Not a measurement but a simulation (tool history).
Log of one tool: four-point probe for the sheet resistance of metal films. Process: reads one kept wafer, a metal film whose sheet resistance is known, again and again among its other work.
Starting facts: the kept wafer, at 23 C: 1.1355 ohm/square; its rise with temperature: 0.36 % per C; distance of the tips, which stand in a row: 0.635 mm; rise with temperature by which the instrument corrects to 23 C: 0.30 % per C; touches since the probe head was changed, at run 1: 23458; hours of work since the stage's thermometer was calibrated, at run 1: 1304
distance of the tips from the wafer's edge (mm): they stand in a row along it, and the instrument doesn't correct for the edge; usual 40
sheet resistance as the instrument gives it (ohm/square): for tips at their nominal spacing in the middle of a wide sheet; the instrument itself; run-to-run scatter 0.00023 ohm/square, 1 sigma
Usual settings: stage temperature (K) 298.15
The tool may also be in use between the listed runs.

run,hour,stage temperature (K),distance of the tips from the wafer's edge (mm),touches since the probe head was changed,hours of work since the stage's thermometer was calibrated,sheet resistance as the instrument gives it (ohm/square)
1,0,298.15,40,23458,1304,1.137325
2,10.8,298.15,40,23754,1311,1.137516
3,26.6,298.15,40,24187,1321,1.137263
4,39.5,298.15,40,24539,1329,1.137692
5,59.6,298.15,40,25091,1342,1.13756
6,80.5,298.15,40,25662,1355,1.137656
7,100.6,298.15,5,26214,1367,1.147285
8,116.1,298.15,5,26638,1377,1.147143
9,135.9,298.15,5,27179,1389,1.147008
10,152.3,298.15,5,27628,1400,1.147035
11,169.8,298.15,5,28108,1411,1.146843
12,186.6,298.15,5,28567,1421,1.147072
13,200.4,298.15,5,28946,1430,1.147254
14,224.7,298.15,5,29610,1445,1.146996
# hour 227.3: stage's thermometer calibrated
15,238.3,292.15,5,29971,7,1.143174
16,253.9,292.15,5,30399,17,1.142906
17,268.6,292.15,5,30800,26,1.142752
18,286.3,292.15,5,31285,37,1.14329
# hour 308.8: stage's thermometer calibrated, once more
19,309.8,292.15,5,31914,1,1.144422
20,328.4,298.15,40,32424,12,1.138029
21,345,303.15,40,32878,23,1.140995
22,370.5,295.15,40,33577,39,1.136498
23,393.8,295.15,40,34214,53,1.136392

Estimate the outcome of run 24 from the log above:
24,408.4,295.15,40,34615,62,?

{"run 24": {"sheet resistance as the instrument gives it (ohm/square)": 1.13633}}
Had the tool carried no hidden state, the very same run would have given sheet resistance as the instrument gives it (ohm/square) 1.134857.
